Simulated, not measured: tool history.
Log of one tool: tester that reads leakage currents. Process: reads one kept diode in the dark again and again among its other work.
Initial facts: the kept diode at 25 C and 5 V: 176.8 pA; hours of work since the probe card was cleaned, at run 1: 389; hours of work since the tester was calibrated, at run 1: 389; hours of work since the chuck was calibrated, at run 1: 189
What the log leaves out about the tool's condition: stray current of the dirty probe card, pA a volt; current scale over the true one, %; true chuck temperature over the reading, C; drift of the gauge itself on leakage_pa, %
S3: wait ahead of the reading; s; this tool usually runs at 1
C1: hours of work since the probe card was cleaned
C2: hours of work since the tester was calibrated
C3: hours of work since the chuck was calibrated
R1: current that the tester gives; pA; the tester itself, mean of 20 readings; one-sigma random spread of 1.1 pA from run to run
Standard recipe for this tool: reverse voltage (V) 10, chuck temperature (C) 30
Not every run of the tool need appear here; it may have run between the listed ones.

Run 1, day 0: usual settings; C1 389; C2 389; C3 189. Result: R1 367.22 pA.
Run 2, day 5.496: usual settings but reverse voltage (V) 15.1; C1 492; C2 492; C3 292. Result: R1 429.6 pA.
Run 3, day 10.188: usual settings but reverse voltage (V) 15.1, S3 2.69 s; C1 579; C2 579; C3 380. Result: R1 436.04 pA.
Run 4, day 14: usual settings but reverse voltage (V) 15.1, S3 2.69 s; C1 650; C2 650; C3 451. Result: R1 442.82 pA.
Run 5, day 16.717: usual settings; C1 701; C2 701; C3 501. Result: R1 389.14 pA.
Run 6, day 22.133: usual settings; C1 802; C2 802; C3 603. Result: R1 399.36 pA.
Run 7, day 26.146: usual settings; C1 877; C2 877; C3 677. Result: R1 404.13 pA.
Run 8, day 28.738: usual settings; C1 925; C2 925; C3 726. Result: R1 407.51 pA.
Run 9, day 32.096: usual settings; C1 988; C2 988; C3 789. Result: R1 412.98 pA.
At day 32.888: chuck's temperature calibrated.
Run 10, day 34.775: usual settings; C1 1037; C2 1037; C3 35. Result: R1 365.94 pA.
At day 35.458: probe card cleaned and baked.
Run 11, day 40.125: usual settings; C1 87; C2 1134; C3 133. Result: R1 379.68 pA.
Run 12, day 44.583: usual settings; C1 170; C2 1217; C3 216. Result: R1 385.94 pA.
Run 13, day 47.733: usual settings; C1 229; C2 1276; C3 275. Result: R1 391.6 pA.
Run 14, day 52.783: usual settings; C1 323; C2 1370; C3 369. Result: R1 395.31 pA.
Run 15, day 57.062: usual settings; C1 403; C2 1450; C3 449. Result: R1 402.96 pA.
At day 62.392: probe card cleaned and baked, once more.
Run 16, day 63.162: usual settings; C1 14; C2 1562; C3 560. Result: R1 390.87 pA.
Run 17, day 67.05: usual settings but S3 1.04 s; C1 87; C2 1634; C3 633. Result: R1 396.44 pA.
Run 18, day 70.521: usual settings but S3 1.11 s; C1 152; C2 1699; C3 698. Result: R1 401.55 pA.
Run 19, day 73.883: usual settings but chuck temperature (C) 23, S3 6.28 s; C1 214; C2 1762; C3 760. Result: R1 218.4 pA.
At day 76.075: chuck's temperature calibrated.
Run 20, day 76.646: usual settings but chuck temperature (C) 23, S3 6.28 s; C1 264; C2 1812; C3 11. Result: R1 192.03 pA.
Run 21, day 80.229: usual settings but reverse voltage (V) 1.3, chuck temperature (C) 26, S3 0.64 s; C1 331; C2 1879; C3 78. Result: R1 129.37 pA.
Run 22, day 84.312: usual settings but reverse voltage (V) 1.3, chuck temperature (C) 26, S3 0.64 s; C1 408; C2 1955; C3 154. Result: R1 131.14 pA.
Run 23, day 87.279: usual settings but reverse voltage (V) 1.6, S3 5.04 s; C1 463; C2 2010; C3 209. Result: R1 203.29 pA.
Run 24, day 93.083: usual settings but reverse voltage (V) 1.1, chuck temperature (C) 53, S3 1.65 s; C1 571; C2 2119; C3 317. Result: R1 1218.94 pA.
Run 25, day 96.733: usual settings but reverse voltage (V) 1.1, chuck temperature (C) 53, S3 1.65 s; C1 639; C2 2187; C3 386. Result: R1 1227.3 pA.
Run 26, day 100.65: usual settings but reverse voltage (V) 1.1, chuck temperature (C) 53, S3 1.65 s; C1 713; C2 2260; C3 459. Result: R1 1239.9 pA.
Run 27, day 106.408: usual settings but reverse voltage (V) 1.1, chuck temperature (C) 53, S3 1.65 s; C1 820; C2 2367; C3 566. Result: R1 1256.57 pA.
Run 28, day 108.967: usual settings but reverse voltage (V) 17.6, S3 1.47 s; C1 868; C2 2415; C3 614. Result: R1 494.89 pA.
Run 29, day 112.229: usual settings but S3 2.37 s; C1 929; C2 2476; C3 675. Result: R1 410.7 pA.
Run 30, day 117.238: usual settings but reverse voltage (V) 16.9, chuck temperature (C) 39, S3 0.45 s; C1 1022; C2 2569; C3 768. Result: R1 1074.66 pA.
At day 119.283: chuck's temperature calibrated.
Run 31, day 123.167: usual settings but reverse voltage (V) 16.9, chuck temperature (C) 39, S3 0.45 s; C1 1131; C2 2678; C3 73. Result: R1 958.99 pA.
Run 32, day 125.933: usual settings but reverse voltage (V) 1.8, chuck temperature (C) 36, S3 1.43 s; C1 1183; C2 2730; C3 124. Result: R1 349.58 pA.
Run 33, day 128.55: usual settings but reverse voltage (V) 2.1, chuck temperature (C) 31, S3 2.89 s; C1 1232; C2 2779; C3 173. Result: R1 243.3 pA.
Run 34, day 132.375: usual settings but reverse voltage (V) 5.2, chuck temperature (C) 33, S3 2.76 s; C1 1303; C2 2850; C3 244. Result: R1 397.34 pA.
Run 35, day 137.925: usual settings but reverse voltage (V) 5.2, chuck temperature (C) 33, S3 2.76 s; C1 1407; C2 2954; C3 348. Result: R1 403.81 pA.
Run 36, day 140.946: usual settings but reverse voltage (V) 1.9, chuck temperature (C) 22, S3 0.56 s; C1 1463; C2 3010; C3 404. Result: R1 110.1 pA.

Across each entry between runs, compare the hidden state at the last listed run before it with the hidden state at the first listed run after it:
In the gap between runs 9 and 10: chuck's temperature calibrated (day 32.888)
  stray current of the dirty probe card, pA a volt: 1.03 -> 1.083; current scale over the true one, %: 0.6 -> 0.63; true chuck temperature over the reading, C: 1.46 -> 0.06
  difference, measured minus the result without the unlogged condition, R1: +61.08 -> +14.79 pA
In the gap between runs 10 and 11: probe card cleaned and baked (day 35.458)
  stray current of the dirty probe card, pA a volt: 1.083 -> 1.558; current scale over the true one, %: 0.63 -> 0.69; true chuck temperature over the reading, C: 0.06 -> 0.27
  difference, measured minus the result without the unlogged condition, R1: +14.79 -> +26.45 pA
In the gap between runs 15 and 16: probe card cleaned and baked, once more (day 62.392)
  stray current of the dirty probe card, pA a volt: 1.887 -> 0.039; current scale over the true one, %: 0.87 -> 0.94; true chuck temperature over the reading, C: 0.86 -> 1.08
  difference, measured minus the result without the unlogged condition, R1: +50.18 -> +38.95 pA
In the gap between runs 19 and 20: chuck's temperature calibrated (day 76.075)
  stray current of the dirty probe card, pA a volt: 0.249 -> 0.302; current scale over the true one, %: 1.06 -> 1.09; true chuck temperature over the reading, C: 1.48 -> 0.09
  difference, measured minus the result without the unlogged condition, R1: +32.03 -> +6.47 pA
In the gap between runs 30 and 31: chuck's temperature calibrated (day 119.283)
  stray current of the dirty probe card, pA a volt: 1.088 -> 1.2; current scale over the true one, %: 1.52 -> 1.58; true chuck temperature over the reading, C: 1.52 -> 0.17
  difference, measured minus the result without the unlogged condition, R1: +157.53 -> +47.63 pA
